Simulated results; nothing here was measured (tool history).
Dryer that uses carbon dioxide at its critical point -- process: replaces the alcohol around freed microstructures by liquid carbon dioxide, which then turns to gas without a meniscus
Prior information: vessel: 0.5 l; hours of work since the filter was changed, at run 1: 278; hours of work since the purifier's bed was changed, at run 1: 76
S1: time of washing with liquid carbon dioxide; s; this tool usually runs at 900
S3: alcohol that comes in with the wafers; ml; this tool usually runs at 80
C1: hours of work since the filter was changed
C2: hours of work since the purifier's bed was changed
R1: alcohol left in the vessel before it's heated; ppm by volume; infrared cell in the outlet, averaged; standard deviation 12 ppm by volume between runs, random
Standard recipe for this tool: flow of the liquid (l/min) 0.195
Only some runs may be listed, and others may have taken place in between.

{"run": 1, "hour": 0.0, "S1": 900, "flow of the liquid (l/min)": 0.195, "S3": 80, "C1": 278, "C2": 76, "R1": 916}
{"run": 2, "hour": 7.3, "S1": 900, "flow of the liquid (l/min)": 0.195, "S3": 80, "C1": 283, "C2": 81, "R1": 974}
{"run": 3, "hour": 16.7, "S1": 900, "flow of the liquid (l/min)": 0.195, "S3": 80, "C1": 288, "C2": 87, "R1": 936}
{"run": 4, "hour": 28.5, "S1": 900, "flow of the liquid (l/min)": 0.195, "S3": 117, "C1": 296, "C2": 94, "R1": 1388}
{"run": 5, "hour": 37.2, "S1": 900, "flow of the liquid (l/min)": 0.195, "S3": 80, "C1": 301, "C2": 99, "R1": 954}
{"run": 6, "hour": 49.8, "S1": 900, "flow of the liquid (l/min)": 0.195, "S3": 80, "C1": 309, "C2": 107, "R1": 942}
{"run": 7, "hour": 61.8, "S1": 900, "flow of the liquid (l/min)": 0.195, "S3": 80, "C1": 316, "C2": 115, "R1": 929}
{"run": 8, "hour": 70.1, "S1": 900, "flow of the liquid (l/min)": 0.195, "S3": 80, "C1": 321, "C2": 120, "R1": 942}
{"run": 9, "hour": 76.9, "S1": 840, "flow of the liquid (l/min)": 0.195, "S3": 80, "C1": 326, "C2": 124, "R1": 1370}
{"run": 10, "hour": 87.4, "S1": 720, "flow of the liquid (l/min)": 0.195, "S3": 80, "C1": 332, "C2": 131, "R1": 2676}
{"run": 11, "hour": 93.0, "S1": 720, "flow of the liquid (l/min)": 0.195, "S3": 80, "C1": 336, "C2": 134, "R1": 2643}
{"run": 12, "hour": 98.4, "S1": 720, "flow of the liquid (l/min)": 0.244, "S3": 80, "C1": 339, "C2": 137, "R1": 1027}
{"run": 13, "hour": 105.1, "S1": 720, "flow of the liquid (l/min)": 0.244, "S3": 80, "C1": 343, "C2": 142, "R1": 1034}
{"run": 14, "hour": 113.7, "S1": 900, "flow of the liquid (l/min)": 0.195, "S3": 80, "C1": 349, "C2": 147, "R1": 992}
{"run": 15, "hour": 125.3, "S1": 900, "flow of the liquid (l/min)": 0.156, "S3": 80, "C1": 356, "C2": 154, "R1": 2728}
{"run": 16, "hour": 137.3, "S1": 900, "flow of the liquid (l/min)": 0.195, "S3": 23, "C1": 363, "C2": 161, "R1": 307}
{"run": 17, "hour": 142.6, "S1": 900, "flow of the liquid (l/min)": 0.195, "S3": 23, "C1": 366, "C2": 165, "R1": 309}
{"run": 18, "hour": 148.4, "S1": 900, "flow of the liquid (l/min)": 0.195, "S3": 23, "C1": 370, "C2": 168, "R1": 306}
{"run": 19, "hour": 160.1, "S1": 900, "flow of the liquid (l/min)": 0.195, "S3": 23, "C1": 377, "C2": 176, "R1": 326}
{"run": 20, "hour": 166.0, "S1": 900, "flow of the liquid (l/min)": 0.195, "S3": 108, "C1": 381, "C2": 179, "R1": 1403}
{"run": 21, "hour": 177.2, "S1": 900, "flow of the liquid (l/min)": 0.159, "S3": 80, "C1": 388, "C2": 186, "R1": 2468}
{"run": 22, "hour": 183.5, "S1": 900, "flow of the liquid (l/min)": 0.159, "S3": 80, "C1": 392, "C2": 190, "R1": 2538}
{"run": 23, "hour": 194.1, "S1": 900, "flow of the liquid (l/min)": 0.159, "S3": 80, "C1": 398, "C2": 197, "R1": 2548}
{"run": 24, "hour": 206.4, "S1": 1080, "flow of the liquid (l/min)": 0.139, "S3": 41, "C1": 406, "C2": 204, "R1": 980}
{"run": 25, "hour": 212.1, "S1": 1080, "flow of the liquid (l/min)": 0.139, "S3": 41, "C1": 410, "C2": 208, "R1": 1004}
{"run": 26, "hour": 217.8, "S1": 780, "flow of the liquid (l/min)": 0.22, "S3": 97, "C1": 413, "C2": 211, "R1": 1453}
{"run": 27, "hour": 229.3, "S1": 900, "flow of the liquid (l/min)": 0.322, "S3": 80, "C1": 420, "C2": 218, "R1": 75}
{"run": 28, "hour": 238.8, "S1": 1080, "flow of the liquid (l/min)": 0.222, "S3": 110, "C1": 426, "C2": 224, "R1": 265}
{"run": 29, "hour": 250.5, "S1": 1320, "flow of the liquid (l/min)": 0.141, "S3": 23, "C1": 433, "C2": 232, "R1": 220}
{"run": 30, "hour": 257.6, "S1": 1440, "flow of the liquid (l/min)": 0.184, "S3": 53, "C1": 438, "C2": 236, "R1": 80}
{"run": 31, "hour": 265.1, "S1": 1440, "flow of the liquid (l/min)": 0.158, "S3": 34, "C1": 442, "C2": 241, "R1": 115}
{"run": 32, "hour": 270.5, "S1": 720, "flow of the liquid (l/min)": 0.152, "S3": 28, "C1": 446, "C2": 244, "R1": 2417}
{"run": 33, "hour": 281.0, "S1": 780, "flow of the liquid (l/min)": 0.167, "S3": 50, "C1": 452, "C2": 251, "R1": 2412}
{"run": 34, "hour": 289.0, "S1": 600, "flow of the liquid (l/min)": 0.141, "S3": 34, "C1": 457, "C2": 255, "R1": 6056}
{"run": 35, "hour": 294.8, "S1": 660, "flow of the liquid (l/min)": 0.133, "S3": 32, "C1": 461, "C2": 259, "R1": 5096}
{"run": 36, "hour": 300.7, "S1": 1140, "flow of the liquid (l/min)": 0.312, "S3": 98, "C1": 464, "C2": 263, "R1": 31}
{"run": 37, "hour": 311.2, "S1": 600, "flow of the liquid (l/min)": 0.225, "S3": 72, "C1": 471, "C2": 269, "R1": 3288}
{"run": 38, "hour": 320.9, "S1": 600, "flow of the liquid (l/min)": 0.225, "S3": 72, "C1": 477, "C2": 275, "R1": 3282}
{"run": 39, "hour": 328.6, "S1": 600, "flow of the liquid (l/min)": 0.225, "S3": 72, "C1": 482, "C2": 280, "R1": 3275}
{"run": 40, "hour": 337.0, "S1": 960, "flow of the liquid (l/min)": 0.195, "S3": 85, "C1": 487, "C2": 285, "R1": 877}
{"run": 41, "hour": 348.5, "S1": 1020, "flow of the liquid (l/min)": 0.195, "S3": 83, "C1": 494, "C2": 292, "R1": 629}
{"run": 42, "hour": 355.5, "S1": 1020, "flow of the liquid (l/min)": 0.195, "S3": 83, "C1": 498, "C2": 297, "R1": 620}
{"run": 43, "hour": 364.8, "S1": 1020, "flow of the liquid (l/min)": 0.195, "S3": 83, "C1": 504, "C2": 302, "R1": 629}
{"run": 44, "hour": 372.9, "S1": 900, "flow of the liquid (l/min)": 0.273, "S3": 56, "C1": 509, "C2": 307, "R1": 155}
{"run": 45, "hour": 382.1, "S1": 900, "flow of the liquid (l/min)": 0.273, "S3": 56, "C1": 515, "C2": 313, "R1": 156}
{"run": 46, "hour": 387.8, "S1": 600, "flow of the liquid (l/min)": 0.225, "S3": 53, "C1": 518, "C2": 317, "R1": 2519}

Some steps in R1, run to run, broken into two amounts with sign: the step expected even without the hidden condition (settings, incoming material, random variation), and the rest, left for the hidden condition together with whatever gauge scatter is not in both the measured and the hidden-condition-free result:
The tool's hidden condition here consists of: flow that reaches the vessel past the clogged filter, %; alcohol in the recycled carbon dioxide, ppm; drift of the gauge itself on alcohol_ppm, %.
Run 33 -> 34: S1 780 -> 600, flow of the liquid (l/min) 0.167 -> 0.141, S3 50 -> 34. R1 +3644 ppm by volume: hidden state +514, all else +3130.
Run 35 -> 36: S1 660 -> 1140, flow of the liquid (l/min) 0.133 -> 0.312, S3 32 -> 98. R1 -5065 ppm by volume: hidden state -1038, all else -4027.
Run 36 -> 37: S1 1140 -> 600, flow of the liquid (l/min) 0.312 -> 0.225, S3 98 -> 72. R1 +3257 ppm by volume: hidden state +963, all else +2294.
Run 45 -> 46: S1 900 -> 600, flow of the liquid (l/min) 0.273 -> 0.225, S3 56 -> 53. R1 +2363 ppm by volume: hidden state +737, all else +1626.
